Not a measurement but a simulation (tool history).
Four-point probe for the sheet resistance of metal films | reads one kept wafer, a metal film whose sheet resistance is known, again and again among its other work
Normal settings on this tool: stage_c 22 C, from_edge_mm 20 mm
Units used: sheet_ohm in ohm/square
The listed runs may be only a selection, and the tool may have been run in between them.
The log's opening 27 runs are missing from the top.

run	hour	stage_c	from_edge_mm	touches since the probe head was changed	hours of work since the stage's thermometer was calibrated	sheet_ohm
28	1024.3	21	19	78874	590	1.503666
29	1074.9	34	8	80294	617	1.512148
30	1106.7	29	11	81183	634	1.506842
31	1131.3	25	6	81874	647	1.522945
32	1178.5	21	20	83198	673	1.503733
33	1232.7	21	20	84714	702	1.503194
34	1256.1	22	4	85372	714	1.550179
35	1306.9	22	4	86796	742	1.550121
# hour 1318.0: new probe head fitted
36	1338.4	22	4	573	758	1.550520
37	1365.0	22	44	1317	772	1.501945
38	1393.6	22	24	2119	788	1.502669
39	1434.3	22	24	3259	809	1.503326
40	1460.5	22	24	3994	824	1.502789
41	1498.8	27	20	5066	844	1.502407

3 ways to go on from here, each from the tool as it stands after run 41. What would each give?
A	1546.8	20	51	6411	870	?
B	1546.8	26	23	6411	870	?
C	1546.8	20	7	6411	870	?

run	sheet_ohm
A	1.501752
B	1.501988
C	1.518457
What these runs would have given with no unlogged condition in the tool:
run	sheet_ohm
A	1.501757
B	1.501993
C	1.518461
